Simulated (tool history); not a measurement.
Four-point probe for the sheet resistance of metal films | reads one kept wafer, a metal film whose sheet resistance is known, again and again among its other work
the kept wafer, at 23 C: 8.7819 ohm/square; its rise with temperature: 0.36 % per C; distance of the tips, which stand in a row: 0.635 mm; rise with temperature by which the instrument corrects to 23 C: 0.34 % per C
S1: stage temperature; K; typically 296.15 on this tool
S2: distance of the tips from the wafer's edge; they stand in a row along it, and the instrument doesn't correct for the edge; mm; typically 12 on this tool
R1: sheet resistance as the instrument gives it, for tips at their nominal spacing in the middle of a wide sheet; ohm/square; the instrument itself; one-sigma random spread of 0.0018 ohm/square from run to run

{"run": 1, "hour": 0.0, "S1": 296.15, "S2": 12, "R1": 8.746893}
{"run": 2, "hour": 33.0, "S1": 296.15, "S2": 12, "R1": 8.750361}
{"run": 3, "hour": 81.8, "S1": 296.15, "S2": 12, "R1": 8.747796}
{"run": 4, "hour": 143.6, "S1": 296.15, "S2": 70, "R1": 8.731633}
{"run": 5, "hour": 201.1, "S1": 296.15, "S2": 70, "R1": 8.734793}
{"run": 6, "hour": 246.9, "S1": 296.15, "S2": 70, "R1": 8.72951}
{"run": 7, "hour": 290.7, "S1": 296.15, "S2": 12, "R1": 8.747121}
{"run": 8, "hour": 343.4, "S1": 296.15, "S2": 12, "R1": 8.744732}
{"run": 9, "hour": 387.4, "S1": 296.15, "S2": 12, "R1": 8.744884}
{"run": 10, "hour": 439.8, "S1": 296.15, "S2": 12, "R1": 8.744182}
{"run": 11, "hour": 509.8, "S1": 296.15, "S2": 12, "R1": 8.746057}
{"run": 12, "hour": 564.6, "S1": 296.15, "S2": 12, "R1": 8.74702}
{"run": 13, "hour": 630.1, "S1": 291.15, "S2": 12, "R1": 8.741209}
{"run": 14, "hour": 669.4, "S1": 295.15, "S2": 27, "R1": 8.730491}
{"run": 15, "hour": 702.8, "S1": 305.15, "S2": 3, "R1": 8.948031}
{"run": 16, "hour": 743.1, "S1": 294.15, "S2": 7, "R1": 8.762003}
{"run": 17, "hour": 806.3, "S1": 294.15, "S2": 7, "R1": 8.764773}
{"hour": 867.4, "done": "stage's thermometer calibrated"}
{"run": 18, "hour": 874.4, "S1": 294.15, "S2": 4, "R1": 8.828758}
{"run": 19, "hour": 938.9, "S1": 299.15, "S2": 4, "R1": 8.835296}
{"run": 20, "hour": 981.8, "S1": 292.15, "S2": 4, "R1": 8.826171}

Branching from run 20: 5 alternative next runs. What would each branch give?
{"run": "A", "hour": 1044.8, "S1": 292.15, "S2": 18, "R1": "?"}
{"run": "B", "hour": 1044.8, "S1": 292.15, "S2": 36, "R1": "?"}
{"run": "C", "hour": 1044.8, "S1": 293.15, "S2": 4, "R1": "?"}
{"run": "D", "hour": 1044.8, "S1": 293.15, "S2": 73, "R1": "?"}
{"run": "E", "hour": 1044.8, "S1": 292.15, "S2": 4, "R1": "?"}

run=A R1=8.712514
run=B R1=8.707580
run=C R1=8.825267
run=D R1=8.707849
run=E R1=8.823597
Had the tool no hidden state, the same runs would have come out as:
run=A R1=8.780927
run=B R1=8.775956
run=C R1=8.894499
run=D R1=8.776232
run=E R1=8.892813
